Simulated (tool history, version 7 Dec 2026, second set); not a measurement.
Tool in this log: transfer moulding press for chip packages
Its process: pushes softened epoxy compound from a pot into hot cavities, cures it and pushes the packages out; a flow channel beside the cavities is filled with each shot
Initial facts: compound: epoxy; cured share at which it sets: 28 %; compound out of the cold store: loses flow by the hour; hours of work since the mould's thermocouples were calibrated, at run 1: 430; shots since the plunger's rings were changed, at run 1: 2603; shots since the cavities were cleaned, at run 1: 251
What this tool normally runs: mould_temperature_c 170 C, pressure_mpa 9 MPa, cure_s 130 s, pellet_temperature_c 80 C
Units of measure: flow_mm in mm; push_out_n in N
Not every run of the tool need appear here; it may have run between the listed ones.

run	day	mould_temperature_c	pressure_mpa	cure_s	pellet_temperature_c	hours of work since the mould's thermocouples were calibrated	shots since the plunger's rings were changed	shots since the cavities were cleaned	incoming compound's hours out of the cold store	flow_mm	push_out_n
1	0	170	9	130	80	430	2603	251	11.2	731.1	754
2	1.058	170	9	130	80	447	2862	510	31.9	668.2	856
3	1.775	170	9	130	80	459	3038	686	33.8	661.2	904
# day 2.038: cavities cleaned with cleaning compound and waxed
4	2.446	170	9	130	80	469	3187	100	44.9	630.9	550
# day 2.6: plunger's sealing rings changed
5	3.288	170	9	130	80	481	168	281	40.2	654.9	741
6	4.129	170	9	130	70	495	374	487	35.9	666.8	841
# day 5.192: cavities cleaned with cleaning compound and waxed
7	5.192	170	9	130	70	511	620	0	44.4	643.2	417
8	5.883	170	9	130	70	522	789	169	27.1	691.9	637
9	6.529	170	9	130	70	533	948	328	43.7	642.8	773
10	7.012	170	9	130	80	541	1066	446	27.9	688.4	823
11	7.667	170	9	130	80	551	1227	607	46	635.3	890
# day 8.3: cavities cleaned with cleaning compound and waxed
12	8.346	170	9	130	80	561	1377	11	43.8	640.2	410
13	9.5	170	9	130	80	580	1661	295	16.7	718	738
14	10.354	170	9	130	80	594	1871	505	14.6	725.1	883
# day 11.358: cavities cleaned with cleaning compound and waxed
15	11.538	170	9	130	80	613	2145	43	27	686	514
16	12.354	170	9	130	80	626	2345	243	9	740.9	729
17	12.9	170	9	168	87	635	2479	377	32.6	667.1	677
# day 13.088: mould's thermocouples calibrated
18	13.862	170	9	149	79	13	2694	592	46.9	628.9	789
# day 14.462: cavities cleaned with cleaning compound and waxed
19	14.567	165	8.51	132	75	23	2852	25	9.6	731.3	639
# day 15.792: mould's thermocouples calibrated, once more
20	15.817	170	9	130	76	0	3138	311	25.8	683.9	768
# day 16.167: plunger's sealing rings changed
21	16.992	176	7.82	118	89	18	202	573	29.6	622.5	842
# day 17.712: cavities cleaned with cleaning compound and waxed
22	17.733	176	7.82	118	89	29	370	6	24.4	637	397
23	18.433	169	7.89	130	80	41	541	177	40.1	613.7	617
24	19.138	167	10.17	163	70	52	714	350	10.7	797.8	695
25	20.125	178	10.76	116	72	68	956	592	23.9	741.6	778
# day 20.733: cavities cleaned with cleaning compound and waxed
26	20.804	178	10.76	116	72	78	1106	17	31.7	715.6	402
27	21.975	178	7.52	116	72	98	1394	305	39.5	578.9	674
28	22.825	178	7.52	116	72	111	1603	514	21.9	623	783
# day 23.762: cavities cleaned with cleaning compound and waxed
29	23.762	170	8.65	130	80	126	1817	0	10.3	722.6	430

Selected run-to-run steps in flow_mm, each split into two signed amounts: the part the tool would show with no hidden state at all (from settings, incoming material and random variation), and the remainder, which goes to the hidden state together with any gauge scatter not common to the measured and the hidden-state-free results:
Unlogged tool condition in this case: true mould temperature over the reading, C; pressure that reaches the compound, % of what is set; grip of the stained cavities, % over clean ones'; drift of the gauge itself on flow_mm, %; drift of the gauge itself on push_out_n, %.
Run 4 -> 5: plunger's sealing rings changed. flow_mm +24 mm: hidden state +12.3, all else +11.7.
Run 20 -> 21: mould_temperature_c 170 -> 176, pressure_mpa 9 -> 7.82, cure_s 130 -> 118, pellet_temperature_c 76 -> 89, plunger's sealing rings changed. flow_mm -61.4 mm: hidden state +12.7, all else -74.1.
Run 23 -> 24: mould_temperature_c 169 -> 167, pressure_mpa 7.89 -> 10.17, cure_s 130 -> 163, pellet_temperature_c 80 -> 70. flow_mm +184.1 mm: hidden state -2, all else +186.1.
Run 26 -> 27: pressure_mpa 10.76 -> 7.52. flow_mm -136.7 mm: hidden state +0.4, all else -137.1.
